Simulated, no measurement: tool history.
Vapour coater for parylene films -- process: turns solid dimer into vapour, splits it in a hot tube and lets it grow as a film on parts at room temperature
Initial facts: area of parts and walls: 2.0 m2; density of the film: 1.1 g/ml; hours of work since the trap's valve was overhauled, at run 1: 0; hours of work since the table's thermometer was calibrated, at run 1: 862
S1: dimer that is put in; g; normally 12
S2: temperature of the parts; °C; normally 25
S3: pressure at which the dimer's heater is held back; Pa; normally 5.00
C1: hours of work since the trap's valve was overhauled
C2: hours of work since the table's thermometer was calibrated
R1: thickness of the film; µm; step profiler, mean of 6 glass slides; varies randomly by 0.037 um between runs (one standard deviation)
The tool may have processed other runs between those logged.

run 1 hour=0.0 | S1=12 S2=25 S3=5.00 | C1=0 C2=862 | R1=4.28
run 2 hour=46.8 | S1=12 S2=25 S3=5.00 | C1=24 C2=886 | R1=4.28
run 3 hour=86.2 | S1=12 S2=25 S3=5.00 | C1=44 C2=906 | R1=4.25
run 4 hour=124.0 | S1=12 S2=33 S3=5.00 | C1=63 C2=925 | R1=3.12
run 5 hour=166.3 | S1=12 S2=33 S3=5.00 | C1=85 C2=946 | R1=3.09
run 6 hour=225.1 | S1=12 S2=25 S3=5.00 | C1=114 C2=976 | R1=4.16
run 7 hour=263.5 | S1=12 S2=25 S3=4.52 | C1=134 C2=996 | R1=4.28
run 8 hour=306.5 | S1=12 S2=25 S3=4.52 | C1=156 C2=1018 | R1=4.29
run 9 hour=352.4 | S1=12 S2=25 S3=5.00 | C1=179 C2=1041 | R1=4.17
run 10 hour=414.2 | S1=20 S2=25 S3=5.00 | C1=211 C2=1072 | R1=7.10
run 11 hour=462.5 | S1=12 S2=23 S3=5.00 | C1=235 C2=1097 | R1=4.45
run 12 hour=501.8 | S1=9 S2=25 S3=5.00 | C1=255 C2=1117 | R1=3.09
run 13 hour=551.4 | S1=12 S2=25 S3=5.00 | C1=280 C2=1142 | R1=4.13
run 14 hour=583.5 | S1=12 S2=28 S3=5.00 | C1=297 C2=1159 | R1=3.67
run 15 hour=632.5 | S1=12 S2=28 S3=5.00 | C1=322 C2=1183 | R1=3.66
run 16 hour=663.8 | S1=12 S2=28 S3=5.00 | C1=338 C2=1199 | R1=3.62
run 17 hour=717.6 | S1=12 S2=28 S3=6.22 | C1=365 C2=1227 | R1=3.52
run 18 hour=769.4 | S1=12 S2=28 S3=6.22 | C1=391 C2=1253 | R1=3.52
run 19 hour=837.1 | S1=12 S2=28 S3=6.22 | C1=426 C2=1288 | R1=3.52
run 20 hour=877.6 | S1=12 S2=28 S3=6.22 | C1=446 C2=1308 | R1=3.42
run 21 hour=926.5 | S1=12 S2=28 S3=6.22 | C1=471 C2=1333 | R1=3.44
run 22 hour=987.8 | S1=12 S2=28 S3=6.22 | C1=502 C2=1364 | R1=3.41
run 23 hour=1045.9 | S1=12 S2=25 S3=5.00 | C1=532 C2=1394 | R1=3.94
-- hour=1052.4 table's thermometer calibrated
run 24 hour=1095.4 | S1=12 S2=24 S3=9.97 | C1=557 C2=22 | R1=3.63
run 25 hour=1148.4 | S1=12 S2=24 S3=9.97 | C1=584 C2=49 | R1=3.62
run 26 hour=1205.7 | S1=12 S2=25 S3=5.00 | C1=613 C2=78 | R1=4.00
-- hour=1213.8 trap's valve overhauled
run 27 hour=1251.8 | S1=12 S2=25 S3=11.16 | C1=19 C2=99 | R1=3.66
-- hour=1308.6 table's thermometer calibrated, once more
run 28 hour=1317.6 | S1=7 S2=28 S3=5.31 | C1=52 C2=5 | R1=2.16
run 29 hour=1378.1 | S1=7 S2=30 S3=9.01 | C1=83 C2=35 | R1=1.75
run 30 hour=1418.9 | S1=19 S2=25 S3=8.70 | C1=104 C2=56 | R1=5.88
run 31 hour=1470.2 | S1=12 S2=35 S3=5.41 | C1=130 C2=82 | R1=2.79
run 32 hour=1502.4 | S1=7 S2=27 S3=2.73 | C1=146 C2=99 | R1=2.53
run 33 hour=1541.3 | S1=12 S2=23 S3=3.01 | C1=166 C2=118 | R1=4.89
run 34 hour=1570.2 | S1=12 S2=21 S3=2.35 | C1=181 C2=133 | R1=5.25
run 35 hour=1628.4 | S1=12 S2=21 S3=2.35 | C1=210 C2=163 | R1=5.21
run 36 hour=1688.4 | S1=12 S2=21 S3=2.35 | C1=241 C2=193 | R1=5.13
run 37 hour=1752.0 | S1=12 S2=21 S3=5.00 | C1=273 C2=226 | R1=4.73
run 38 hour=1791.6 | S1=9 S2=21 S3=8.26 | C1=293 C2=246 | R1=3.22
run 39 hour=1827.6 | S1=9 S2=21 S3=8.26 | C1=312 C2=264 | R1=3.19
run 40 hour=1863.7 | S1=9 S2=21 S3=8.26 | C1=330 C2=282 | R1=3.21
run 41 hour=1921.7 | S1=9 S2=21 S3=8.26 | C1=360 C2=312 | R1=3.20
run 42 hour=1964.0 | S1=8 S2=25 S3=6.12 | C1=381 C2=333 | R1=2.53
run 43 hour=2026.5 | S1=6 S2=32 S3=2.84 | C1=413 C2=365 | R1=1.73
run 44 hour=2066.8 | S1=9 S2=22 S3=7.93 | C1=433 C2=386 | R1=3.10
run 45 hour=2132.4 | S1=9 S2=22 S3=7.18 | C1=467 C2=419 | R1=3.10
run 46 hour=2190.6 | S1=9 S2=35 S3=2.82 | C1=496 C2=449 | R1=2.25

Each row is a separate what-if for the run after 46, all from the same tool condition, not one after another. Results?
run A hour=2238.1 | S1=9 S2=22 S3=7.26 | C1=521 C2=473 | R1=?
run B hour=2238.1 | S1=22 S2=25 S3=5.62 | C1=521 C2=473 | R1=?
run C hour=2238.1 | S1=5 S2=23 S3=6.91 | C1=521 C2=473 | R1=?
run D hour=2238.1 | S1=10 S2=25 S3=4.40 | C1=521 C2=473 | R1=?
run E hour=2238.1 | S1=20 S2=35 S3=2.82 | C1=521 C2=473 | R1=?

run=A R1=3.10
run=B R1=7.17
run=C R1=1.67
run=D R1=3.42
run=E R1=4.97
Without the tool's unlogged condition, the same runs would have read:
run=A R1=3.31
run=B R1=7.66
run=C R1=1.78
run=D R1=3.66
run=E R1=5.31

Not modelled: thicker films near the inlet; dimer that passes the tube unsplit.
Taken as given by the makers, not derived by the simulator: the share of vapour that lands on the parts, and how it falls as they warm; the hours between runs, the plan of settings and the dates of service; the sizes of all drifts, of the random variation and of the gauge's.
